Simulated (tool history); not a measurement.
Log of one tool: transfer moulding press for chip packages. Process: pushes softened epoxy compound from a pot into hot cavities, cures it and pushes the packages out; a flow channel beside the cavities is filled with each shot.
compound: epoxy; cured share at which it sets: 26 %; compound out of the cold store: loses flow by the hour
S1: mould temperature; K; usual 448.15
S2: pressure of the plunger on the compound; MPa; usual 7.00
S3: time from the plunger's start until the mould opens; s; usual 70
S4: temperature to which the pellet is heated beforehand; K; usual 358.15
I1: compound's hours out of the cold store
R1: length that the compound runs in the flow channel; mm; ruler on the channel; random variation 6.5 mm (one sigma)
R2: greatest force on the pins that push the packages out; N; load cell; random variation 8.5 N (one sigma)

run	hour	S1	S2	S3	S4	I1	R1	R2
1	0.0	448.15	7.00	70	358.15	41.6	835	481
2	6.7	448.15	7.00	70	358.15	32.9	838	521
# hour 14.0: plunger's sealing rings changed
3	20.6	448.15	7.00	70	358.15	34.5	945	571
# hour 32.5: cavities cleaned with cleaning compound and waxed
4	34.8	448.15	7.00	70	358.15	13.2	1021	398
5	48.1	448.15	7.00	70	358.15	21.4	992	491
6	55.9	448.15	7.00	70	358.15	11.6	1041	525
7	69.0	448.15	7.00	70	358.15	16.7	1000	590
# hour 77.5: cavities cleaned with cleaning compound and waxed
8	80.2	448.15	7.00	70	358.15	15.8	1004	401
9	88.7	448.15	7.00	105	358.15	32.5	939	348
10	100.5	448.15	7.00	57	358.15	33.0	924	802
11	109.7	448.15	7.90	70	358.15	22.8	1025	551
12	116.0	448.15	7.90	70	358.15	24.7	1020	584
# hour 122.2: cavities cleaned with cleaning compound and waxed
13	127.8	448.15	7.90	70	358.15	46.1	928	409
14	137.8	448.15	7.90	70	358.15	29.3	988	481
15	144.6	448.15	7.90	70	358.15	46.2	934	511
16	151.8	454.15	7.39	70	368.15	25.1	945	469
17	160.0	445.15	7.00	91	358.15	42.3	894	489
# hour 167.0: cavities cleaned with cleaning compound and waxed
18	168.5	451.15	5.82	79	364.15	32.3	830	313
19	177.4	452.15	8.73	85	354.15	37.3	987	376
20	184.8	452.15	8.24	56	365.15	21.4	1034	603
21	198.0	446.15	7.66	73	367.15	37.8	930	547
22	205.8	446.15	7.25	73	357.15	24.7	982	624
# hour 212.2: cavities cleaned with cleaning compound and waxed
23	217.8	446.15	7.13	84	357.15	17.1	993	353
24	229.3	446.15	7.13	84	357.15	46.1	865	439
25	235.9	446.15	7.13	84	357.15	26.7	951	453
26	246.7	444.15	7.29	74	357.15	43.8	899	609
# hour 257.4: cavities cleaned with cleaning compound and waxed
27	261.7	448.15	7.00	77	358.15	26.2	922	354
28	274.0	448.15	7.00	59	354.15	20.6	950	721

5 ways to go on from here, each from the tool as it stands after run 28. What would each give?
A	286.8	448.15	5.37	54	354.15	19.5	?	?
B	286.8	448.15	8.72	81	367.15	30.9	?	?
C	286.8	448.15	5.41	91	350.15	46.7	?	?
D	286.8	448.15	7.00	54	354.15	16.5	?	?
E	286.8	456.15	6.15	99	358.15	36.1	?	?

run	R1	R2
A	834	1044
B	1000	455
C	744	468
D	959	1056
E	804	461
Without the tool's hidden state the same runs would have given:
run	R1	R2
A	884	726
B	1060	306
C	790	315
D	1018	734
E	852	311

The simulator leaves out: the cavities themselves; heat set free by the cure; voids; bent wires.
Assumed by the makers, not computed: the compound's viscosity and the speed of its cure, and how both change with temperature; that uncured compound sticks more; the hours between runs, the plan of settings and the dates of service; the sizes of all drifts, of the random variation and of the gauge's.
